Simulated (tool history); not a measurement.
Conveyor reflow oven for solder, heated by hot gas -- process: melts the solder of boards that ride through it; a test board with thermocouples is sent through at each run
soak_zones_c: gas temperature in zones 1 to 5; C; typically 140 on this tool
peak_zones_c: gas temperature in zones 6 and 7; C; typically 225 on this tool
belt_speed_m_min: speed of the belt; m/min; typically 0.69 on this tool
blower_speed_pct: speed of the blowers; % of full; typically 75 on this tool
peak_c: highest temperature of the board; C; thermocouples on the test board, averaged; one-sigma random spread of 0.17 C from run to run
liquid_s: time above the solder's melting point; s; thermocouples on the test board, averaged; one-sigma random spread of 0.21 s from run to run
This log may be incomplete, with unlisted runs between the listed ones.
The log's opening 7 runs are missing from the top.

| run | hour | soak_zones_c | peak_zones_c | belt_speed_m_min | blower_speed_pct | hours of work since the flux was cleaned out | hours of work since the belt drive was overhauled | hours of work since the thermocouples were changed | peak_c | liquid_s |
|---|---|---|---|---|---|---|---|---|---|---|
| 8 | 343.7 | 140 | 225 | 0.69 | 75 | 230 | 208 | 230 | 209.5 | 41.1 |
| 9 | 373.2 | 140 | 225 | 0.69 | 75 | 248 | 225 | 248 | 209.4 | 41.1 |
| 10 | 426.3 | 140 | 225 | 0.69 | 65 | 280 | 257 | 280 | 207.6 | 38.8 |
| 11 | 474.1 | 140 | 225 | 0.69 | 65 | 308 | 286 | 308 | 207.7 | 39.2 |
| 12 | 509.7 | 140 | 225 | 0.69 | 65 | 330 | 307 | 330 | 207.5 | 38.6 |
| 13 | 543.4 | 140 | 225 | 0.779 | 65 | 350 | 327 | 350 | 203.6 | 30.3 |
|  | 554.8 | flux residue cleaned out of gas plates and filters |
| 14 | 618.8 | 140 | 225 | 0.69 | 75 | 38 | 370 | 392 | 211 | 42.6 |
| 15 | 671.7 | 140 | 225 | 0.69 | 65 | 70 | 401 | 424 | 208.9 | 39.6 |
| 16 | 715.3 | 140 | 222 | 0.69 | 58 | 96 | 428 | 450 | 204.5 | 36.4 |
| 17 | 784.2 | 130 | 225 | 0.805 | 75 | 138 | 469 | 491 | 203.8 | 27.6 |
| 18 | 851.9 | 130 | 225 | 0.805 | 75 | 178 | 510 | 532 | 203.7 | 27.5 |
| 19 | 902.2 | 130 | 225 | 0.805 | 75 | 209 | 540 | 562 | 203.5 | 27.7 |
| 20 | 938.1 | 140 | 225 | 0.665 | 78 | 230 | 561 | 584 | 212.5 | 45.1 |
| 21 | 987.8 | 140 | 225 | 0.665 | 78 | 260 | 591 | 614 | 212 | 44.9 |
| 22 | 1027.2 | 140 | 225 | 0.665 | 54 | 284 | 615 | 637 | 206.9 | 39.4 |
| 23 | 1059.7 | 140 | 225 | 0.578 | 62 | 303 | 635 | 657 | 213.1 | 52.8 |
| 24 | 1117.9 | 134 | 229 | 0.748 | 75 | 338 | 669 | 692 | 210.1 | 35.9 |
|  | 1149.9 | flux residue cleaned out of gas plates and filters |
| 25 | 1191 | 140 | 220 | 0.616 | 59 | 25 | 710 | 733 | 206.9 | 44.6 |
|  | 1242.3 | thermocouples of zones 6 and 7 changed |
| 26 | 1251.7 | 140 | 220 | 0.616 | 59 | 60 | 746 | 6 | 205.3 | 43 |
| 27 | 1321.3 | 140 | 220 | 0.616 | 59 | 102 | 787 | 47 | 205.3 | 43.3 |
| 28 | 1355.9 | 153 | 225 | 0.69 | 75 | 123 | 808 | 68 | 212.1 | 47.7 |
| 29 | 1403.8 | 153 | 225 | 0.69 | 75 | 151 | 837 | 97 | 212.1 | 48.2 |
| 30 | 1436.7 | 140 | 230 | 0.69 | 75 | 171 | 857 | 117 | 214 | 44.9 |

What if the next run were any one of these 4? Each begins from the tool's condition after run 30:
| A | 1481 | 140 | 236 | 0.569 | 71 | 198 | 883 | 143 | ? | ? |
| B | 1481 | 140 | 217 | 0.69 | 62 | 198 | 883 | 143 | ? | ? |
| C | 1481 | 140 | 233 | 0.69 | 75 | 198 | 883 | 143 | ? | ? |
| D | 1481 | 140 | 230 | 0.69 | 58 | 198 | 883 | 143 | ? | ? |

| run | peak_c | liquid_s |
|---|---|---|
| A | 223.6 | 61.6 |
| B | 200.4 | 32.5 |
| C | 216.4 | 46.1 |
| D | 210.3 | 40.8 |
With the hidden condition removed and each run's random variation left untouched, the same runs would have given:
| run | peak_c | liquid_s |
|---|---|---|
| A | 224.2 | 61.3 |
| B | 201 | 32.8 |
| C | 217.1 | 46 |
| D | 210.9 | 40.8 |

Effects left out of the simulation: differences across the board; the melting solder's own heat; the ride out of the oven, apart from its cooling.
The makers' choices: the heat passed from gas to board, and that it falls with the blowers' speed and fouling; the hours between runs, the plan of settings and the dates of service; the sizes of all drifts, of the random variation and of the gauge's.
